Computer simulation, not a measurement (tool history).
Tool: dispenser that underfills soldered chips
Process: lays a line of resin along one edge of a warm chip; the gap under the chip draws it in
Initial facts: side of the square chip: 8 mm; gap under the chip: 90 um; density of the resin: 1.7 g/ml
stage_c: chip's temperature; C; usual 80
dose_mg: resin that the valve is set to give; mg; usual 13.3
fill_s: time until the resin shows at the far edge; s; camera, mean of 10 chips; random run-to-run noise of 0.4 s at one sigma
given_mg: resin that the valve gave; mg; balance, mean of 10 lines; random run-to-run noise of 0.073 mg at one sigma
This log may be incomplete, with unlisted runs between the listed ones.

| run | day | stage_c | dose_mg | fill_s | given_mg |
|---|---|---|---|---|---|
| 1 | 0.000 | 80 | 13.3 | 29.1 | 12.70 |
|  | 0.383 | new syringe of resin |
| 2 | 0.479 | 80 | 13.3 | 27.3 | 12.67 |
|  | 0.617 | dispensing valve cleaned and set on the balance |
| 3 | 0.946 | 80 | 13.3 | 38.2 | 13.21 |
|  | 0.996 | new syringe of resin |
| 4 | 1.175 | 67 | 13.3 | 47.1 | 13.11 |
| 5 | 1.488 | 67 | 16.2 | 60.5 | 15.99 |
|  | 1.567 | new syringe of resin |
| 6 | 1.871 | 67 | 16.2 | 50.5 | 16.07 |
|  | 2.138 | new syringe of resin |
| 7 | 2.196 | 67 | 16.2 | 39.8 | 16.01 |
| 8 | 2.533 | 67 | 16.2 | 54.3 | 15.93 |
|  | 2.700 | new syringe of resin |
| 9 | 2.804 | 67 | 16.2 | 42.8 | 15.87 |
|  | 3.262 | new syringe of resin |
| 10 | 3.267 | 80 | 13.3 | 24.2 | 12.86 |
| 11 | 3.683 | 80 | 13.3 | 34.0 | 13.00 |
|  | 3.812 | new syringe of resin |
| 12 | 3.958 | 80 | 13.3 | 27.8 | 12.91 |
| 13 | 4.275 | 80 | 13.3 | 38.2 | 12.87 |
|  | 4.388 | new syringe of resin |
| 14 | 4.550 | 80 | 13.8 | 28.2 | 13.19 |
|  | 4.942 | new syringe of resin |
| 15 | 4.971 | 80 | 13.8 | 25.6 | 13.27 |
| 16 | 5.267 | 80 | 13.3 | 33.6 | 12.86 |
|  | 5.504 | new syringe of resin |
| 17 | 5.717 | 79 | 13.3 | 31.6 | 12.69 |
|  | 5.875 | dispensing valve cleaned and set on the balance |
|  | 6.108 | new syringe of resin |
| 18 | 6.200 | 80 | 11.9 | 26.7 | 11.80 |
| 19 | 6.575 | 68 | 13.2 | 56.3 | 13.05 |
|  | 6.667 | new syringe of resin |
| 20 | 6.892 | 68 | 13.2 | 46.3 | 13.21 |
|  | 7.233 | new syringe of resin |
| 21 | 7.333 | 70 | 14.8 | 37.6 | 14.74 |
|  | 7.558 | stage's temperature calibrated |
| 22 | 7.608 | 70 | 14.8 | 52.3 | 14.69 |
|  | 7.842 | new syringe of resin |
| 23 | 8.000 | 70 | 14.8 | 42.7 | 14.57 |
| 24 | 8.333 | 70 | 14.8 | 56.7 | 14.72 |
|  | 8.417 | new syringe of resin |
| 25 | 8.696 | 77 | 14.2 | 36.9 | 13.83 |
|  | 8.992 | new syringe of resin |
| 26 | 9.038 | 80 | 13.2 | 28.4 | 12.99 |
| 27 | 9.329 | 80 | 15.3 | 35.0 | 14.88 |
|  | 9.546 | new syringe of resin |
| 28 | 9.554 | 80 | 15.3 | 26.1 | 14.79 |
| 29 | 9.967 | 88 | 15.4 | 28.6 | 14.94 |
|  | 10.096 | new syringe of resin |
| 30 | 10.408 | 88 | 15.4 | 25.1 | 14.80 |
|  | 10.650 | new syringe of resin |
| 31 | 10.712 | 65 | 15.1 | 46.8 | 14.55 |
| 32 | 11.096 | 65 | 15.1 | 67.8 | 14.35 |
|  | 11.158 | dispensing valve cleaned and set on the balance |
|  | 11.258 | new syringe of resin |
| 33 | 11.471 | 65 | 15.1 | 55.5 | 15.12 |
|  | 11.804 | new syringe of resin |
| 34 | 11.921 | 66 | 12.3 | 49.0 | 12.27 |

Consider 3 possible next runs. They are alternatives, not a sequence: every one starts from the tool as it was left by run 34. What does each give?
| A | 12.229 | 92 | 14.6 | ? | ? |
| B | 12.229 | 66 | 16.1 | ? | ? |
| C | 12.229 | 67 | 16.5 | ? | ? |

| run | fill_s | given_mg |
|---|---|---|
| A | 24.5 | 14.39 |
| B | 62.5 | 16.18 |
| C | 61.6 | 16.41 |
Take away the tool's hidden state, keep each run's random variation, and the runs would have read:
| run | fill_s | given_mg |
|---|---|---|
| A | 16.8 | 14.49 |
| B | 42.8 | 16.28 |
| C | 42.3 | 16.52 |

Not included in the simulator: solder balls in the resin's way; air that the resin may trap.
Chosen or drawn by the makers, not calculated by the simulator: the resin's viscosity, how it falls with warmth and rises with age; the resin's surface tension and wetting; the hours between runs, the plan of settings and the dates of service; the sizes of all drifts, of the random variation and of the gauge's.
